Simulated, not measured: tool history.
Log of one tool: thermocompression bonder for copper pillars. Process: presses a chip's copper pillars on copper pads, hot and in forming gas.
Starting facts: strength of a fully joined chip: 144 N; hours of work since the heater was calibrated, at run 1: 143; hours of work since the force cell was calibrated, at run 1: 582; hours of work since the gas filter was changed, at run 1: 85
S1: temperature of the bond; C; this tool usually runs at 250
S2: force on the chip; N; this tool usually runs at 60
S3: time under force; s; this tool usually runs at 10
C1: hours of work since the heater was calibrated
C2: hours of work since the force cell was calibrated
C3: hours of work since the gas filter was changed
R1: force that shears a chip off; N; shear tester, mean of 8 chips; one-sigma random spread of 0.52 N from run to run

run 1 hour=0 | S1=250 S2=60 S3=10 | C1=143 C2=582 C3=85 | R1=84.3
run 2 hour=12.4 | S1=250 S2=60 S3=22 | C1=150 C2=590 C3=93 | R1=106.4
run 3 hour=21.4 | S1=250 S2=60 S3=22 | C1=156 C2=595 C3=98 | R1=105.6
run 4 hour=32.4 | S1=250 S2=60 S3=22 | C1=162 C2=602 C3=105 | R1=104.7
run 5 hour=40.5 | S1=250 S2=60 S3=22 | C1=167 C2=607 C3=110 | R1=104.1
run 6 hour=47.6 | S1=250 S2=60 S3=22 | C1=171 C2=611 C3=114 | R1=104.4
run 7 hour=53.6 | S1=250 S2=60 S3=11 | C1=175 C2=615 C3=118 | R1=86.2
run 8 hour=60.4 | S1=250 S2=66 S3=10 | C1=179 C2=619 C3=122 | R1=86.8
run 9 hour=68.2 | S1=250 S2=60 S3=7 | C1=184 C2=624 C3=127 | R1=75.9
run 10 hour=78.8 | S1=267 S2=74 S3=14 | C1=190 C2=630 C3=133 | R1=113.2
run 11 hour=84.4 | S1=254 S2=81 S3=20 | C1=194 C2=634 C3=137 | R1=114.1
run 12 hour=95 | S1=254 S2=81 S3=20 | C1=200 C2=640 C3=143 | R1=113.2
run 13 hour=107.9 | S1=254 S2=81 S3=20 | C1=208 C2=648 C3=151 | R1=112.5
run 14 hour=114.1 | S1=254 S2=53 S3=18 | C1=212 C2=652 C3=155 | R1=97.7
run 15 hour=121 | S1=247 S2=52 S3=14 | C1=216 C2=656 C3=159 | R1=84.6
run 16 hour=129 | S1=247 S2=52 S3=14 | C1=221 C2=661 C3=164 | R1=85.1
run 17 hour=140.7 | S1=278 S2=42 S3=14 | C1=228 C2=668 C3=171 | R1=106.3

What if the next run were any one of these 4? Each begins from the tool's condition after run 17:
run A hour=151.5 | S1=253 S2=60 S3=10 | C1=235 C2=674 C3=178 | R1=?
run B hour=151.5 | S1=269 S2=60 S3=6 | C1=235 C2=674 C3=178 | R1=?
run C hour=151.5 | S1=250 S2=54 S3=25 | C1=235 C2=674 C3=178 | R1=?
run D hour=151.5 | S1=249 S2=83 S3=11 | C1=235 C2=674 C3=178 | R1=?

run=A R1=85.6
run=B R1=88.6
run=C R1=102.1
run=D R1=94.5
Without the tool's unlogged condition, the same runs would have read:
run=A R1=85.7
run=B R1=88.9
run=C R1=103.1
run=D R1=94.9

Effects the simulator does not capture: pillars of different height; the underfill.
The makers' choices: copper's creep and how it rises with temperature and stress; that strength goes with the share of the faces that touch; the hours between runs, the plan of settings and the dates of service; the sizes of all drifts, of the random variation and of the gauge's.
